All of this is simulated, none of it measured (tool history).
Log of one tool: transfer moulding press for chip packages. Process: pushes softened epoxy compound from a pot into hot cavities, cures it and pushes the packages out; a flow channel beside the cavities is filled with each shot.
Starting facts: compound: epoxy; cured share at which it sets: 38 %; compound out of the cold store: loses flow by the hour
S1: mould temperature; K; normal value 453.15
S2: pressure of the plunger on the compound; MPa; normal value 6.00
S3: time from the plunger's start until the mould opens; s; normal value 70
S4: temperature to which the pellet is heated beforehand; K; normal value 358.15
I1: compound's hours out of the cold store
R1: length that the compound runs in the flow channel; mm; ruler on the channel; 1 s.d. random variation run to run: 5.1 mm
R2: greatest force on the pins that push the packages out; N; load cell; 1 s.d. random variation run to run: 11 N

| run | day | S1 | S2 | S3 | S4 | I1 | R1 | R2 |
|---|---|---|---|---|---|---|---|---|
| 1 | 0.000 | 453.15 | 6.00 | 70 | 358.15 | 15.4 | 462 | 669 |
|  | 1.092 | plunger's sealing rings changed |
| 2 | 1.512 | 453.15 | 6.00 | 70 | 358.15 | 13.4 | 533 | 823 |
|  | 2.379 | cavities cleaned with cleaning compound and waxed |
| 3 | 4.567 | 453.15 | 6.00 | 70 | 357.15 | 45.9 | 446 | 810 |
|  | 5.150 | cavities cleaned with cleaning compound and waxed |
| 4 | 7.304 | 453.15 | 6.00 | 70 | 358.15 | 40.2 | 448 | 798 |
|  | 7.925 | cavities cleaned with cleaning compound and waxed |
| 5 | 9.471 | 453.15 | 6.00 | 70 | 358.15 | 35.1 | 453 | 747 |
|  | 10.738 | cavities cleaned with cleaning compound and waxed |
| 6 | 12.408 | 453.15 | 6.00 | 70 | 358.15 | 15.3 | 477 | 796 |
|  | 13.567 | cavities cleaned with cleaning compound and waxed |
| 7 | 14.021 | 453.15 | 6.00 | 70 | 358.15 | 9.4 | 507 | 619 |
| 8 | 15.958 | 458.15 | 6.00 | 70 | 358.15 | 31.4 | 431 | 761 |
|  | 16.275 | cavities cleaned with cleaning compound and waxed |
| 9 | 17.933 | 453.15 | 6.00 | 70 | 351.15 | 17.1 | 473 | 780 |
|  | 19.167 | cavities cleaned with cleaning compound and waxed |
| 10 | 20.104 | 456.15 | 6.00 | 101 | 348.15 | 33.3 | 418 | 628 |
|  | 20.362 | mould's thermocouples calibrated |
|  | 20.758 | plunger's sealing rings changed |
|  | 22.167 | cavities cleaned with cleaning compound and waxed |
| 11 | 22.800 | 453.15 | 6.27 | 104 | 366.15 | 46.8 | 457 | 588 |
| 12 | 24.708 | 449.15 | 4.97 | 75 | 358.15 | 46.3 | 423 | 850 |

Expected results for the next run?
|  | 25.050 | cavities cleaned with cleaning compound and waxed |
| 13 | 26.842 | 449.15 | 4.97 | 75 | 358.15 | 41.1 | ? | ? |

R1: 414 mm
R2: 804 N
With the hidden condition absent and the run-to-run variation left alone, this run would have shown R1 432 mm, R2 520 N.
